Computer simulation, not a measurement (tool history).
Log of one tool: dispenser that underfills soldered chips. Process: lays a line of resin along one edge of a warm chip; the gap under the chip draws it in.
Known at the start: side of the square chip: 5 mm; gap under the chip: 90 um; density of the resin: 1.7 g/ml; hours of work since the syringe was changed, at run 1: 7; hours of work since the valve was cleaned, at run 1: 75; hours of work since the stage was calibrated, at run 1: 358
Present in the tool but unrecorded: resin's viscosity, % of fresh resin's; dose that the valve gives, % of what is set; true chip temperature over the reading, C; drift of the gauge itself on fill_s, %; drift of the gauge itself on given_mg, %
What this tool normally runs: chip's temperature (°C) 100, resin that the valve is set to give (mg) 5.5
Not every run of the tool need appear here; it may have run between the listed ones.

run     day  chip's temperature (°C)  resin that the valve is set to give (mg)  hours of work since the syringe was changed  hours of work since the valve was cleaned  hours of work since the stage was calibrated  time until the resin shows at the far edge (s)  resin that the valve gave (mg)
  1       0                      100                                       5.5                                            7                                         75                                           358                                             9.5                            5.28
      0.288  -- new syringe of resin
  2   0.504                      100                                       5.5                                            4                                         84                                           367                                             8.5                            5.25
      0.633  -- dispensing valve cleaned and set on the balance
  3   0.875                      100                                       5.5                                           10                                          5                                           373                                              11                            5.46
          1  -- new syringe of resin
  4   1.342                      100                                      4.83                                            6                                         13                                           382                                            10.1                            4.77
      1.658  -- new syringe of resin
  5   1.779                      100                                      7.15                                            2                                         21                                           389                                             8.2                            7.01
  6   2.175                      100                                      7.15                                           10                                         28                                           397                                            10.3                            6.98
      2.312  -- new syringe of resin
  7   2.721                      100                                      7.15                                            8                                         38                                           407                                             9.3                            6.95
      2.958  -- new syringe of resin
  8   2.996                      100                                      5.92                                            1                                         43                                           412                                             7.5                            5.73
  9   3.529                      100                                      4.97                                           11                                         53                                           421                                            11.4                            4.81
      3.592  -- new syringe of resin
 10     3.9                      100                                      4.97                                            6                                         59                                           428                                             9.7                            4.82
 11   4.204                      100                                       6.8                                           11                                         65                                           434                                            10.6                            6.56
      4.254  -- new syringe of resin
 12   4.542                      100                                       6.8                                            5                                         71                                           440                                             9.6                            6.53
      4.904  -- new syringe of resin
 13   4.958                      100                                      5.34                                            1                                         79                                           447                                             8.5                            5.09
      5.358  -- dispensing valve cleaned and set on the balance
 14   5.388                      100                                      5.12                                            8                                          1                                           454                                             9.7                            5.11
      5.579  -- new syringe of resin
 15   5.654                      100                                       5.5                                            1                                          5                                           459                                             7.9                             5.5
 16   5.975                      100                                       5.5                                            7                                         11                                           465                                             9.7                            5.48
      6.233  -- new syringe of resin
 17   6.492                      100                                      7.19                                            5                                         21                                           474                                             8.3                            7.12
 18     6.8                      100                                       5.5                                           11                                         26                                           480                                            10.2                            5.41
      6.888  -- new syringe of resin
 19   7.358                      100                                       5.5                                            9                                         36                                           490                                            10.3                            5.41
      7.512  -- new syringe of resin
 20   7.842                      110                                      4.87                                            6                                         45                                           499                                             7.1                            4.73
      8.167  -- new syringe of resin
 21   8.192                       99                                      4.87                                            0                                         51                                           505                                             8.1                            4.73
 22    8.65                       96                                         6                                            9                                         60                                           514                                              11                            5.83
      8.808  -- new syringe of resin
 23       9                       96                                         6                                            4                                         66                                           520                                             9.7                            5.78
 24     9.3                       99                                      5.86                                            9                                         72                                           526                                            10.2                             5.6
      9.458  -- new syringe of resin
 25   9.733                      100                                      5.11                                            5                                         80                                           533                                             8.9                            4.88
 26   9.975                       85                                       6.1                                           10                                         84                                           538                                            15.2                            5.86
     10.092  -- dispensing valve cleaned and set on the balance
     10.154  -- new syringe of resin
 27  10.254                      101                                      5.51                                            2                                          3                                           542                                             8.1                            5.48
 28  10.642                      113                                       5.5                                            9                                         10                                           549                                               7                            5.44
     10.808  -- new syringe of resin
 29   11.15                       88                                      5.66                                            6                                         19                                           558                                            12.9                            5.58
 30  11.392                      110                                      5.54                                           11                                         24                                           563                                             8.3                            5.45
     11.462  -- new syringe of resin
 31  11.854                       91                                      5.48                                            7                                         32                                           571                                            12.6                            5.36
     12.104  -- new syringe of resin
 32  12.383                       91                                      5.48                                            5                                         42                                           581                                            12.3                            5.29
      12.75  -- new syringe of resin
 33  12.871                      106                                      6.18                                            2                                         50                                           590                                               7                            5.97
     13.383  -- new syringe of resin
 34  13.383                      106                                      6.18                                            0                                         60                                           599                                               6                            5.95
 35  13.825                      106                                      6.18                                            8                                         68                                           607                                               8                            5.91
     14.046  -- new syringe of resin
 36  14.079                      106                                      4.79                                            1                                         72                                           612                                             7.8                            4.58

Hidden state or all else? Some run-to-run changes of time until the resin shows at the far edge (s), split into what the settings, what came in and random variation would give without the hidden state, and what is left for the hidden state (with any gauge scatter that isn't in both results):
Run 8 -> 9: resin that the valve is set to give (mg) 5.92 -> 4.97. time until the resin shows at the far edge (s) +3.9: hidden state +3, all else +0.9.
Run 21 -> 22: chip's temperature (°C) 99 -> 96, resin that the valve is set to give (mg) 4.87 -> 6. time until the resin shows at the far edge (s) +2.9: hidden state +2.5, all else +0.4.
Run 25 -> 26: chip's temperature (°C) 100 -> 85, resin that the valve is set to give (mg) 5.11 -> 6.1. time until the resin shows at the far edge (s) +6.3: hidden state +1.9, all else +4.4.
Run 26 -> 27: chip's temperature (°C) 85 -> 101, resin that the valve is set to give (mg) 6.1 -> 5.51, dispensing valve cleaned and set on the balance, new syringe of resin. time until the resin shows at the far edge (s) -7.1: hidden state -3, all else -4.1.
Run 28 -> 29: chip's temperature (°C) 113 -> 88, resin that the valve is set to give (mg) 5.5 -> 5.66, new syringe of resin. time until the resin shows at the far edge (s) +5.9: hidden state -0.1, all else +6.
